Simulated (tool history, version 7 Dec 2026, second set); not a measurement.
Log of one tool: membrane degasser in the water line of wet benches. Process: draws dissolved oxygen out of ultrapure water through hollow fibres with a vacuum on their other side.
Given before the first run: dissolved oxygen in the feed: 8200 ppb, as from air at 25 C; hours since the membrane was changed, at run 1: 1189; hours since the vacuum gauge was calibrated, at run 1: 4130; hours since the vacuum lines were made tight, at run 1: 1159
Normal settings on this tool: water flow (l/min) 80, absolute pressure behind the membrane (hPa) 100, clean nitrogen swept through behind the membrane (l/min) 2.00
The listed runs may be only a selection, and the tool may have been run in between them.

run,hour,water flow (l/min),absolute pressure behind the membrane (hPa),clean nitrogen swept through behind the membrane (l/min),hours since the membrane was changed,hours since the vacuum gauge was calibrated,hours since the vacuum lines were made tight,dissolved oxygen in the water behind the degasser (ppb),pressure that the water loses in the fibres (hPa)
1,0.0,80,100,2.00,1189,4130,1159,537.6,561.6
2,63.5,80,100,2.00,1253,4194,1222,538.9,564.3
3,127.1,80,100,2.00,1316,4257,1286,534.6,566.8
4,177.1,80,100,2.00,1366,4307,1336,537.3,568.1
5,238.3,80,100,2.00,1427,4368,1397,538.7,564.6
6,293.7,80,197,2.00,1483,4424,1452,1188.5,562.7
7,324.4,80,197,2.00,1514,4455,1483,1186.8,566.8
8,386.8,79,120,2.00,1576,4517,1546,672.0,557.7
# hour 390.2: vacuum gauge calibrated
9,431.0,79,120,2.00,1620,41,1589,674.0,555.7
10,494.4,79,120,2.00,1683,104,1653,677.6,558.5
11,553.5,60,160,3.21,1742,163,1712,517.1,426.8
12,596.9,60,160,3.21,1786,207,1755,515.6,425.0
# hour 616.9: vacuum gauge calibrated, once more
13,641.6,88,91,5.93,1830,25,1799,212.3,626.0

Alternative continuations, all from the tool just after run 13; predict every row:
A,681.6,78,69,3.38,1870,65,1839,?,?
B,681.6,74,74,2.00,1870,65,1839,?,?
C,681.6,50,85,1.52,1870,65,1839,?,?

run,dissolved oxygen in the water behind the degasser (ppb),pressure that the water loses in the fibres (hPa)
A,193.0,552.6
B,313.9,528.8
C,352.2,351.4
Had the tool no hidden state, the same runs would have come out as:
run,dissolved oxygen in the water behind the degasser (ppb),pressure that the water loses in the fibres (hPa)
A,190.3,541.7
B,310.7,518.4
C,349.8,344.4

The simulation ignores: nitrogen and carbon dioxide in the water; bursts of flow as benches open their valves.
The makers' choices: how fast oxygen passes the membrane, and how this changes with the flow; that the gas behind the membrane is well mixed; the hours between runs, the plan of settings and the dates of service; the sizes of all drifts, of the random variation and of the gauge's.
